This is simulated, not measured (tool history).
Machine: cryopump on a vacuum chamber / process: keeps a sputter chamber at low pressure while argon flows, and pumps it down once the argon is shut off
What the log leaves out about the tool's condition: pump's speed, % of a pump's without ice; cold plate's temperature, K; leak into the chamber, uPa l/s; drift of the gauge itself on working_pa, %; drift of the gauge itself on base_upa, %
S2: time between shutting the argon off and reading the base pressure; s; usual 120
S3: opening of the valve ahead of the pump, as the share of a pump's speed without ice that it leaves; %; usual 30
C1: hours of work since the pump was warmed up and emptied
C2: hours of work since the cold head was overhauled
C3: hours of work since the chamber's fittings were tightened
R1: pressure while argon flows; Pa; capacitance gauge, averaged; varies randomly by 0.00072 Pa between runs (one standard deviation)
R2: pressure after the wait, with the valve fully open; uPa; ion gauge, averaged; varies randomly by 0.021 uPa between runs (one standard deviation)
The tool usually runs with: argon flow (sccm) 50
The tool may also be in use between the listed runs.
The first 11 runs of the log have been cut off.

{"run": 12, "hour": 358.5, "argon flow (sccm)": 50, "S2": 120, "S3": 21, "C1": 453, "C2": 453, "C3": 656, "R1": 0.1918, "R2": 0.65}
{"run": 13, "hour": 392.1, "argon flow (sccm)": 50, "S2": 46, "S3": 30, "C1": 471, "C2": 471, "C3": 674, "R1": 0.1341, "R2": 1.21}
{"run": 14, "hour": 429.1, "argon flow (sccm)": 50, "S2": 46, "S3": 30, "C1": 491, "C2": 491, "C3": 694, "R1": 0.1335, "R2": 1.26}
{"run": 15, "hour": 466.9, "argon flow (sccm)": 50, "S2": 46, "S3": 30, "C1": 512, "C2": 512, "C3": 715, "R1": 0.1334, "R2": 1.25}
{"run": 16, "hour": 493.7, "argon flow (sccm)": 50, "S2": 46, "S3": 38, "C1": 527, "C2": 527, "C3": 730, "R1": 0.1059, "R2": 1.22}
{"run": 17, "hour": 526.7, "argon flow (sccm)": 50, "S2": 32, "S3": 30, "C1": 545, "C2": 545, "C3": 748, "R1": 0.1342, "R2": 1.67}
{"run": 18, "hour": 546.1, "argon flow (sccm)": 32, "S2": 31, "S3": 38, "C1": 556, "C2": 556, "C3": 759, "R1": 0.0677, "R2": 1.76}
{"run": 19, "hour": 578.6, "argon flow (sccm)": 32, "S2": 31, "S3": 38, "C1": 574, "C2": 574, "C3": 776, "R1": 0.0696, "R2": 1.75}
{"run": 20, "hour": 610.6, "argon flow (sccm)": 32, "S2": 31, "S3": 38, "C1": 591, "C2": 591, "C3": 794, "R1": 0.0694, "R2": 1.69}
{"run": 21, "hour": 639.6, "argon flow (sccm)": 28, "S2": 181, "S3": 42, "C1": 607, "C2": 607, "C3": 810, "R1": 0.0541, "R2": 0.56}
{"run": 22, "hour": 673.6, "argon flow (sccm)": 67, "S2": 181, "S3": 42, "C1": 626, "C2": 626, "C3": 829, "R1": 0.1315, "R2": 0.57}

Run 23, settings as shown, results not yet in. Your forecast:
{"run": 23, "hour": 699.0, "argon flow (sccm)": 63, "S2": 66, "S3": 27, "C1": 640, "C2": 640, "C3": 843, "R1": "?", "R2": "?"}

R1: 0.1863 Pa
R2: 1 uPa
Were there no unlogged condition in the tool, this run, its random variation unchanged, would have produced R1 0.1803 Pa, R2 0.8 uPa.

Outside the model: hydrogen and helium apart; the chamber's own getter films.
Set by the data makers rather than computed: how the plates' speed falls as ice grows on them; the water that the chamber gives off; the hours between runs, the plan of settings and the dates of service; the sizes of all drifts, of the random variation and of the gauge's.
